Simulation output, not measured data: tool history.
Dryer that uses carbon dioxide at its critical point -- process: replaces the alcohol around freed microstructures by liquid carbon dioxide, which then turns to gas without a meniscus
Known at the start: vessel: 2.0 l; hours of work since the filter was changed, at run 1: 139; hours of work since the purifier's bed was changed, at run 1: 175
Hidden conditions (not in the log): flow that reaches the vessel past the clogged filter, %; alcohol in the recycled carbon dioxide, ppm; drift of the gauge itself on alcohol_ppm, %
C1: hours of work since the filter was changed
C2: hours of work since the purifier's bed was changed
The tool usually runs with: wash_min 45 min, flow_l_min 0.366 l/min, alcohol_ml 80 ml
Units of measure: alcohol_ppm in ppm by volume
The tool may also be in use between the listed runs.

Run 1, hour 0.0: usual settings; C1 139; C2 175. Result: alcohol_ppm 123 ppm by volume.
Run 2, hour 18.5: usual settings; C1 147; C2 183. Result: alcohol_ppm 129 ppm by volume.
Run 3, hour 31.6: usual settings; C1 152; C2 188. Result: alcohol_ppm 128 ppm by volume.
Run 4, hour 53.5: usual settings; C1 161; C2 197. Result: alcohol_ppm 136 ppm by volume.
Run 5, hour 64.9: usual settings but flow_l_min 0.386 l/min; C1 166; C2 201. Result: alcohol_ppm 99 ppm by volume.
Run 6, hour 81.0: usual settings but flow_l_min 0.386 l/min; C1 172; C2 208. Result: alcohol_ppm 101 ppm by volume.
Run 7, hour 90.6: usual settings but flow_l_min 0.386 l/min; C1 176; C2 212. Result: alcohol_ppm 88 ppm by volume.
Run 8, hour 108.1: usual settings but flow_l_min 0.386 l/min; C1 183; C2 219. Result: alcohol_ppm 109 ppm by volume.
Run 9, hour 124.9: usual settings but flow_l_min 0.386 l/min; C1 190; C2 225. Result: alcohol_ppm 102 ppm by volume.
Run 10, hour 143.1: usual settings but flow_l_min 0.386 l/min; C1 197; C2 233. Result: alcohol_ppm 108 ppm by volume.
Run 11, hour 162.9: usual settings but wash_min 32 min; C1 205; C2 241. Result: alcohol_ppm 660 ppm by volume.
Run 12, hour 181.1: usual settings; C1 212; C2 248. Result: alcohol_ppm 143 ppm by volume.
Run 13, hour 199.0: usual settings; C1 220; C2 255. Result: alcohol_ppm 155 ppm by volume.
Run 14, hour 219.6: usual settings; C1 228; C2 264. Result: alcohol_ppm 158 ppm by volume.
At hour 230.8: inlet filter changed.
Run 15, hour 234.3: usual settings but alcohol_ml 54 ml; C1 1; C2 269. Result: alcohol_ppm 80 ppm by volume.
Run 16, hour 243.8: usual settings but wash_min 33 min; C1 5; C2 273. Result: alcohol_ppm 428 ppm by volume.
Run 17, hour 256.3: usual settings; C1 10; C2 278. Result: alcohol_ppm 106 ppm by volume.
Run 18, hour 277.0: usual settings; C1 19; C2 286. Result: alcohol_ppm 108 ppm by volume.
Run 19, hour 288.9: usual settings; C1 23; C2 291. Result: alcohol_ppm 105 ppm by volume.
Run 20, hour 304.1: usual settings; C1 30; C2 297. Result: alcohol_ppm 107 ppm by volume.
Run 21, hour 318.5: usual settings; C1 35; C2 303. Result: alcohol_ppm 119 ppm by volume.
Run 22, hour 335.5: usual settings; C1 42; C2 310. Result: alcohol_ppm 104 ppm by volume.
Run 23, hour 353.2: usual settings but wash_min 46 min; C1 49; C2 317. Result: alcohol_ppm 97 ppm by volume.
Run 24, hour 369.6: usual settings but wash_min 55 min, alcohol_ml 58 ml; C1 56; C2 324. Result: alcohol_ppm 42 ppm by volume.
Run 25, hour 391.5: usual settings but wash_min 55 min, alcohol_ml 58 ml; C1 65; C2 333. Result: alcohol_ppm 42 ppm by volume.
Run 26, hour 405.1: usual settings but wash_min 55 min, alcohol_ml 58 ml; C1 70; C2 338. Result: alcohol_ppm 44 ppm by volume.
Run 27, hour 418.6: usual settings but wash_min 55 min, alcohol_ml 58 ml; C1 76; C2 344. Result: alcohol_ppm 45 ppm by volume.
Run 28, hour 432.2: usual settings but wash_min 55 min, alcohol_ml 58 ml; C1 81; C2 349. Result: alcohol_ppm 53 ppm by volume.
Run 29, hour 447.6: usual settings but wash_min 60 min, alcohol_ml 76 ml; C1 87; C2 355. Result: alcohol_ppm 37 ppm by volume.
Run 30, hour 469.3: usual settings but wash_min 70 min, alcohol_ml 27 ml; C1 96; C2 364. Result: alcohol_ppm 37 ppm by volume.
Run 31, hour 480.5: usual settings but wash_min 31 min, flow_l_min 0.228 l/min, alcohol_ml 24 ml; C1 101; C2 369. Result: alcohol_ppm 1009 ppm by volume.
Run 32, hour 490.4: usual settings but wash_min 54 min, flow_l_min 0.315 l/min, alcohol_ml 30 ml; C1 105; C2 373. Result: alcohol_ppm 65 ppm by volume.
Run 33, hour 499.4: usual settings but wash_min 54 min, flow_l_min 0.315 l/min, alcohol_ml 30 ml; C1 108; C2 376. Result: alcohol_ppm 70 ppm by volume.
Run 34, hour 510.9: usual settings but wash_min 54 min, flow_l_min 0.315 l/min, alcohol_ml 30 ml; C1 113; C2 381. Result: alcohol_ppm 61 ppm by volume.
Run 35, hour 523.0: usual settings but wash_min 54 min, flow_l_min 0.315 l/min, alcohol_ml 97 ml; C1 118; C2 386. Result: alcohol_ppm 142 ppm by volume.
Run 36, hour 536.7: usual settings but flow_l_min 0.288 l/min, alcohol_ml 39 ml; C1 123; C2 391. Result: alcohol_ppm 223 ppm by volume.
Run 37, hour 549.1: usual settings but flow_l_min 0.288 l/min, alcohol_ml 22 ml; C1 128; C2 396. Result: alcohol_ppm 140 ppm by volume.
Run 38, hour 568.8: usual settings but wash_min 65 min, flow_l_min 0.429 l/min, alcohol_ml 22 ml; C1 136; C2 404. Result: alcohol_ppm 30 ppm by volume.
Run 39, hour 580.2: usual settings but wash_min 65 min, flow_l_min 0.429 l/min, alcohol_ml 22 ml; C1 141; C2 409. Result: alcohol_ppm 31 ppm by volume.
Run 40, hour 601.6: usual settings but wash_min 40 min, flow_l_min 0.572 l/min, alcohol_ml 69 ml; C1 150; C2 417. Result: alcohol_ppm 43 ppm by volume.
Run 41, hour 622.9: usual settings but wash_min 40 min, flow_l_min 0.572 l/min, alcohol_ml 69 ml; C1 158; C2 426. Result: alcohol_ppm 39 ppm by volume.
Run 42, hour 642.4: usual settings but wash_min 62 min, flow_l_min 0.275 l/min, alcohol_ml 25 ml; C1 166; C2 434. Result: alcohol_ppm 66 ppm by volume.
Run 43, hour 656.9: usual settings but alcohol_ml 20 ml; C1 172; C2 440. Result: alcohol_ppm 69 ppm by volume.
Run 44, hour 674.3: usual settings but wash_min 59 min, flow_l_min 0.619 l/min, alcohol_ml 67 ml; C1 179; C2 447. Result: alcohol_ppm 45 ppm by volume.
Run 45, hour 688.7: usual settings but wash_min 51 min, flow_l_min 0.233 l/min, alcohol_ml 26 ml; C1 185; C2 453. Result: alcohol_ppm 258 ppm by volume.
Run 46, hour 703.7: usual settings but wash_min 30 min; C1 191; C2 459. Result: alcohol_ppm 848 ppm by volume.

Some steps in alcohol_ppm, run to run, broken into two amounts with sign: the step expected even without the hidden condition (settings, incoming material, random variation), and the rest, left for the hidden condition together with whatever gauge scatter is not in both the measured and the hidden-condition-free result:
Run 10 -> 11: wash_min 45 -> 32, flow_l_min 0.386 -> 0.366. alcohol_ppm +552 ppm by volume: hidden state +139, all else +413.
Run 11 -> 12: wash_min 32 -> 45. alcohol_ppm -517 ppm by volume: hidden state -123, all else -394.
Run 30 -> 31: wash_min 70 -> 31, flow_l_min 0.366 -> 0.228, alcohol_ml 27 -> 24. alcohol_ppm +972 ppm by volume: hidden state +78, all else +894.
Run 31 -> 32: wash_min 31 -> 54, flow_l_min 0.228 -> 0.315, alcohol_ml 24 -> 30. alcohol_ppm -944 ppm by volume: hidden state -72, all else -872.
Run 45 -> 46: wash_min 51 -> 30, flow_l_min 0.233 -> 0.366, alcohol_ml 26 -> 80. alcohol_ppm +590 ppm by volume: hidden state +133, all else +457.
